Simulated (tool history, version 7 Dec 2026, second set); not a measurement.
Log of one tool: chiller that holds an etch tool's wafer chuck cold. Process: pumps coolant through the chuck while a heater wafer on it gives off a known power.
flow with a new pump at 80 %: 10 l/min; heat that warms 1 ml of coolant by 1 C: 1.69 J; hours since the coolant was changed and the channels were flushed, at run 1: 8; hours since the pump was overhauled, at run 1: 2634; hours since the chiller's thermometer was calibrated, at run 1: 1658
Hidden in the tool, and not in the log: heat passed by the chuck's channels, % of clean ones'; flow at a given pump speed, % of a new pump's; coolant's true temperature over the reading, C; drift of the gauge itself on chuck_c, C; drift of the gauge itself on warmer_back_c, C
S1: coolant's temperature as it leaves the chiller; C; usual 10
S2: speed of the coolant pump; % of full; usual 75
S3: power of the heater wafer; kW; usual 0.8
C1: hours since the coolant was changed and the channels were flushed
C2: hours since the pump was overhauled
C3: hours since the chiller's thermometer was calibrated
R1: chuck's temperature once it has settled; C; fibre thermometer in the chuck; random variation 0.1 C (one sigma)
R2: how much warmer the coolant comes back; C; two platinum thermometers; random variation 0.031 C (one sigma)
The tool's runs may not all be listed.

Run 1, hour 0: usual settings; C1 8; C2 2634; C3 1658. Result: R1 16.2 C, R2 3.38 C.
Run 2, hour 82.1: usual settings; C1 90; C2 2716; C3 1740. Result: R1 16.4 C, R2 3.35 C.
Run 3, hour 184.9: usual settings but S3 0.642 kW; C1 193; C2 2819; C3 1842. Result: R1 15.1 C, R2 2.68 C.
Run 4, hour 267.6: usual settings but S3 0.642 kW; C1 276; C2 2901; C3 1925. Result: R1 14.9 C, R2 2.71 C.
Run 5, hour 366: usual settings but S3 0.642 kW; C1 374; C2 3000; C3 2024. Result: R1 15 C, R2 2.69 C.
Run 6, hour 412.1: usual settings but S2 81 % of full; C1 420; C2 3046; C3 2070. Result: R1 15.9 C, R2 3.09 C.
Run 7, hour 495.8: usual settings but S1 2 C; C1 504; C2 3130; C3 2153. Result: R1 8.4 C, R2 3.37 C.
Run 8, hour 584.4: usual settings but S2 98 % of full; C1 592; C2 3218; C3 2242. Result: R1 14.8 C, R2 2.53 C.
Run 9, hour 684.3: usual settings but S2 98 % of full; C1 692; C2 3318; C3 2342. Result: R1 15 C, R2 2.54 C.
At hour 719.9: chiller's thermometer calibrated.
Run 10, hour 785.2: usual settings but S2 98 % of full, S3 0.47 kW; C1 792; C2 3418; C3 65. Result: R1 12.6 C, R2 1.49 C.
Run 11, hour 886.6: usual settings but S2 98 % of full, S3 0.47 kW; C1 894; C2 3519; C3 167. Result: R1 12.5 C, R2 1.5 C.
Run 12, hour 956.9: usual settings but S2 98 % of full, S3 0.47 kW; C1 964; C2 3590; C3 237. Result: R1 12.6 C, R2 1.53 C.
Run 13, hour 1060.9: usual settings but S2 98 % of full, S3 0.47 kW; C1 1068; C2 3694; C3 341. Result: R1 12.4 C, R2 1.5 C.
Run 14, hour 1164.4: usual settings but S2 98 % of full, S3 0.47 kW; C1 1171; C2 3797; C3 444. Result: R1 12.6 C, R2 1.55 C.
Run 15, hour 1231.4: usual settings but S2 98 % of full, S3 0.47 kW; C1 1238; C2 3864; C3 511. Result: R1 12.6 C, R2 1.51 C.
At hour 1296.9: chiller's thermometer calibrated, once more.
Run 16, hour 1312.7: usual settings but S2 98 % of full, S3 0.47 kW; C1 1319; C2 3944; C3 16. Result: R1 13.3 C, R2 1.55 C.
Run 17, hour 1376: usual settings but S2 98 % of full, S3 0.47 kW; C1 1382; C2 4008; C3 79. Result: R1 13.5 C, R2 1.54 C.
Run 18, hour 1482.7: usual settings but S2 98 % of full, S3 0.47 kW; C1 1489; C2 4114; C3 186. Result: R1 13.4 C, R2 1.53 C.
Run 19, hour 1564.1: usual settings but S1 12 C, S2 83 % of full, S3 0.663 kW; C1 1570; C2 4196; C3 267. Result: R1 17.4 C, R2 2.62 C.
Run 20, hour 1671.5: usual settings but S1 0 C, S2 81 % of full, S3 0.494 kW; C1 1678; C2 4303; C3 375. Result: R1 4.1 C, R2 2.03 C.
Run 21, hour 1743.3: usual settings but S1 6 C, S3 0.575 kW; C1 1749; C2 4375; C3 446. Result: R1 11.2 C, R2 2.61 C.
Run 22, hour 1815.7: usual settings but S2 78 % of full, S3 0.968 kW; C1 1822; C2 4448; C3 519. Result: R1 18.5 C, R2 4.11 C.
Run 23, hour 1865.5: usual settings but S2 78 % of full, S3 0.593 kW; C1 1872; C2 4497; C3 569. Result: R1 15.3 C, R2 2.54 C.
Run 24, hour 1923: usual settings but S1 18 C, S2 74 % of full, S3 0.559 kW; C1 1929; C2 4555; C3 626. Result: R1 23.2 C, R2 2.52 C.
Run 25, hour 1987.3: usual settings but S1 4 C, S2 90 % of full, S3 0.461 kW; C1 1993; C2 4619; C3 690. Result: R1 7.7 C, R2 1.71 C.
Run 26, hour 2058.2: usual settings but S1 20 C, S2 76 % of full, S3 0.461 kW; C1 2064; C2 4690; C3 761. Result: R1 24.2 C, R2 2.01 C.
Run 27, hour 2108.5: usual settings but S1 12 C, S2 66 % of full, S3 0.974 kW; C1 2115; C2 4740; C3 812. Result: R1 22.1 C, R2 5.06 C.
Run 28, hour 2211.8: usual settings but S1 12 C, S2 66 % of full, S3 0.881 kW; C1 2218; C2 4844; C3 915. Result: R1 21.4 C, R2 4.58 C.
Run 29, hour 2275.8: usual settings but S1 15 C; C1 2282; C2 4908; C3 979. Result: R1 22.4 C, R2 3.61 C.
Run 30, hour 2323.7: usual settings but S1 15 C; C1 2330; C2 4955; C3 1027. Result: R1 22.4 C, R2 3.66 C.
Run 31, hour 2381.5: usual settings but S1 15 C; C1 2388; C2 5013; C3 1085. Result: R1 22.5 C, R2 3.72 C.
Run 32, hour 2490.7: usual settings but S1 6 C; C1 2497; C2 5123; C3 1194. Result: R1 13.5 C, R2 3.7 C.
Run 33, hour 2543.3: usual settings but S1 7 C, S2 94 % of full, S3 0.554 kW; C1 2549; C2 5175; C3 1246. Result: R1 11.1 C, R2 2 C.

Measured less the same run without the tool's hidden state. The same run-to-run variation is in both; the gauge's scatter may not be:
run    R1     R2
  1  +0.1  +0.28
  2  +0.2  +0.28
  3  +0.1  +0.24
  4  +0.1  +0.24
  5  +0.1  +0.26
  6  +0.2   +0.3
  7  +0.2  +0.34
  8  +0.1  +0.26
  9  +0.1  +0.27
 10  -0.2  +0.16
 11  -0.3  +0.17
 12  -0.2  +0.17
 13  -0.3  +0.17
 14  -0.2  +0.19
 15  -0.2  +0.19
 16  +0.5  +0.19
 17  +0.5  +0.19
 18  +0.5   +0.2
 19  +0.9  +0.35
 20  +0.6  +0.27
 21  +0.9  +0.36
 22  +1.4  +0.59
 23  +0.9  +0.37
 24  +0.8  +0.36
 25  +0.6  +0.25
 26  +0.7   +0.3
 27  +1.8  +0.77
 28  +1.6  +0.71
 29  +1.3  +0.57
 30  +1.4  +0.58
 31  +1.4  +0.59
 32  +1.4   +0.6
 33  +0.7  +0.33
